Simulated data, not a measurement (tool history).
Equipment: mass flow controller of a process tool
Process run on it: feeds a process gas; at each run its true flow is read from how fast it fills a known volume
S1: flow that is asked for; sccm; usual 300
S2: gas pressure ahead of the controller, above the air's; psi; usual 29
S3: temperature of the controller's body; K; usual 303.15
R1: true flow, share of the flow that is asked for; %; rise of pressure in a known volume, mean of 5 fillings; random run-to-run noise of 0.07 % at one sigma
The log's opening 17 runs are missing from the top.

run 18 hour=3155.6 | S1=92 S2=29 S3=303.15 | R1=96.11
run 19 hour=3369.6 | S1=132 S2=24.7 S3=293.15 | R1=96.92
run 20 hour=3553.5 | S1=300 S2=24.8 S3=302.15 | R1=100.02
run 21 hour=3658.7 | S1=300 S2=24.8 S3=302.15 | R1=100.08
run 22 hour=3909.8 | S1=378 S2=29 S3=303.15 | R1=100.66
run 23 hour=4015.4 | S1=300 S2=29 S3=310.15 | R1=100.29
run 24 hour=4225.3 | S1=300 S2=29 S3=310.15 | R1=100.38
run 25 hour=4355.6 | S1=353 S2=22.9 S3=305.15 | R1=100.94
run 26 hour=4595.8 | S1=353 S2=22.9 S3=298.15 | R1=100.48
run 27 hour=4793.8 | S1=73 S2=40 S3=303.15 | R1=94.18
run 28 hour=5036.2 | S1=88 S2=32.5 S3=293.15 | R1=94.77
-- hour=5087.8 controller's zero set anew
run 29 hour=5248.2 | S1=88 S2=32.5 S3=293.15 | R1=98.89
run 30 hour=5408.7 | S1=257 S2=21.9 S3=307.15 | R1=101.61
run 31 hour=5575.2 | S1=160 S2=21.9 S3=308.15 | R1=100.91
run 32 hour=5794.7 | S1=203 S2=25.5 S3=303.15 | R1=100.73
run 33 hour=6016.5 | S1=203 S2=25.5 S3=303.15 | R1=100.76

Alternative continuations, all from the tool just after run 33; predict every row:
run A hour=6260.7 | S1=203 S2=40 S3=303.15 | R1=?
run B hour=6260.7 | S1=56 S2=32.9 S3=303.15 | R1=?
run C hour=6260.7 | S1=51 S2=25.5 S3=300.15 | R1=?
run D hour=6260.7 | S1=65 S2=25.5 S3=306.15 | R1=?
run E hour=6260.7 | S1=388 S2=27.8 S3=303.15 | R1=?

run=A R1=99.98
run=B R1=98.58
run=C R1=98.63
run=D R1=99.5
run=E R1=101.97
Take away the tool's hidden state, keep each run's random variation, and the runs would have read:
run=A R1=97.78
run=B R1=97.15
run=C R1=97.3
run=D R1=97.92
run=E R1=99.63

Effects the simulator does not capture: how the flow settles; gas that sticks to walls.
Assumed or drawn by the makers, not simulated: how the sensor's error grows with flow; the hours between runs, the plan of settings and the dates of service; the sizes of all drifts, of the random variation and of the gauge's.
